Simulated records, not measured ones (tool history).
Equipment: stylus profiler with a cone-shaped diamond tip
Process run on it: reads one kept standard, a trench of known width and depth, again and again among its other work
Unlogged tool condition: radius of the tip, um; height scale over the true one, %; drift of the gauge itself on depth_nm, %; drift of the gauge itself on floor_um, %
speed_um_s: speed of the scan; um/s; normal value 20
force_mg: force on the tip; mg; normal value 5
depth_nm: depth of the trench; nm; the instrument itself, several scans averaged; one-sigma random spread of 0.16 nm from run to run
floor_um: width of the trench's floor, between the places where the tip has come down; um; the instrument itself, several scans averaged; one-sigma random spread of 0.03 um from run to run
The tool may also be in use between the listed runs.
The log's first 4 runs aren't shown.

run   hour  speed_um_s  force_mg  scans with this tip  hours of work since the height scale was calibrated  depth_nm  floor_um
  5  255.5          49         5                 4711                                                  409   1021.81     25.77
  6  336.1          49         5                 5348                                                  465   1021.51     25.67
  7  402.9          20      2.23                 5876                                                  511   1012.22     25.66
  8  476.4          20      2.23                 6458                                                  561   1011.76     25.56
  9  519.7          20      2.23                 6800                                                  591    1012.1     25.56
 10    568          20      2.23                 7182                                                  624   1011.56     25.48
 11  643.8          20      2.23                 7782                                                  676   1011.48     25.37
 12  694.5          20      2.23                 8183                                                  711   1011.59     25.39
 13  732.1          20         5                 8480                                                  737   1021.17     25.31
 14    809          20         5                 9088                                                  790   1021.26     25.28
     845.5  -- new tip fitted, height scale calibrated
 15  881.6          20      6.46                  286                                                   25   1026.95     26.47
 16  932.6          20      6.46                  689                                                   60   1027.26     26.38
 17   1018          20         5                 1365                                                  119   1022.87     26.27

Estimate the outcome of run 18 from the log above:
 18  1087.5          33      4.03                 1914                                                  166         ?         ?

depth_nm: 1019.32 nm
floor_um: 26.11 um
Were there no unlogged condition in the tool, this run, its random variation unchanged, would have produced depth_nm 1019.43 nm, floor_um 26.39 um.
